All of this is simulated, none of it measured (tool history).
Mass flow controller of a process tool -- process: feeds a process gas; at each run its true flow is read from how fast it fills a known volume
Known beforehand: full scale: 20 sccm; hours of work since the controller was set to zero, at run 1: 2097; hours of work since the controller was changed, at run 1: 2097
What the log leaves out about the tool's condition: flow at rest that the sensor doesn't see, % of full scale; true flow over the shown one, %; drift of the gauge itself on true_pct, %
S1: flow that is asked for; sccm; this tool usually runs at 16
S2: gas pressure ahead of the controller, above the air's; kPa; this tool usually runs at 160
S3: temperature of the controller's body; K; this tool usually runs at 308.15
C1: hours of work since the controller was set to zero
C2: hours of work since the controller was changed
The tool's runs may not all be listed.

run 1 hour=0 | S1=16 S2=160 S3=308.15 | C1=2097 C2=2097 | true_flow_(%)=99.09
run 2 hour=85.5 | S1=16 S2=160 S3=308.15 | C1=2155 C2=2155 | true_flow_(%)=99.12
run 3 hour=158.2 | S1=16 S2=160 S3=300.15 | C1=2204 C2=2204 | true_flow_(%)=98.88
run 4 hour=236.3 | S1=16 S2=160 S3=300.15 | C1=2257 C2=2257 | true_flow_(%)=98.79
run 5 hour=338.4 | S1=16 S2=160 S3=300.15 | C1=2326 C2=2326 | true_flow_(%)=98.75
run 6 hour=436.9 | S1=16 S2=160 S3=300.15 | C1=2392 C2=2392 | true_flow_(%)=98.61
run 7 hour=537.4 | S1=16 S2=160 S3=300.15 | C1=2460 C2=2460 | true_flow_(%)=98.71
run 8 hour=643.2 | S1=9 S2=167 S3=300.15 | C1=2532 C2=2532 | true_flow_(%)=98.61
run 9 hour=753.7 | S1=3 S2=160 S3=308.15 | C1=2607 C2=2607 | true_flow_(%)=99.84
-- hour=761.4 controller's zero set anew
run 10 hour=832.1 | S1=3 S2=160 S3=308.15 | C1=48 C2=2659 | true_flow_(%)=100.81
run 11 hour=889.5 | S1=16 S2=160 S3=297.15 | C1=87 C2=2698 | true_flow_(%)=98.68
run 12 hour=975.3 | S1=12 S2=160 S3=308.15 | C1=145 C2=2756 | true_flow_(%)=99.07
run 13 hour=1057.6 | S1=12 S2=160 S3=309.15 | C1=200 C2=2812 | true_flow_(%)=99.18
-- hour=1102.6 controller's zero set anew, once more
run 14 hour=1166.9 | S1=5 S2=160 S3=308.15 | C1=44 C2=2886 | true_flow_(%)=98.12

Forecast each of these 3 alternatives for the next run:
run A hour=1267.1 | S1=4 S2=266 S3=304.15 | C1=111 C2=2953 | true_flow_(%)=?
run B hour=1267.1 | S1=16 S2=152 S3=308.15 | C1=111 C2=2953 | true_flow_(%)=?
run C hour=1267.1 | S1=16 S2=214 S3=302.15 | C1=111 C2=2953 | true_flow_(%)=?

run=A true_flow_(%)=98.37
run=B true_flow_(%)=98.69
run=C true_flow_(%)=98.52
Had the tool no hidden state, the same runs would have come out as:
run=A true_flow_(%)=99.71
run=B true_flow_(%)=100.19
run=C true_flow_(%)=100.02

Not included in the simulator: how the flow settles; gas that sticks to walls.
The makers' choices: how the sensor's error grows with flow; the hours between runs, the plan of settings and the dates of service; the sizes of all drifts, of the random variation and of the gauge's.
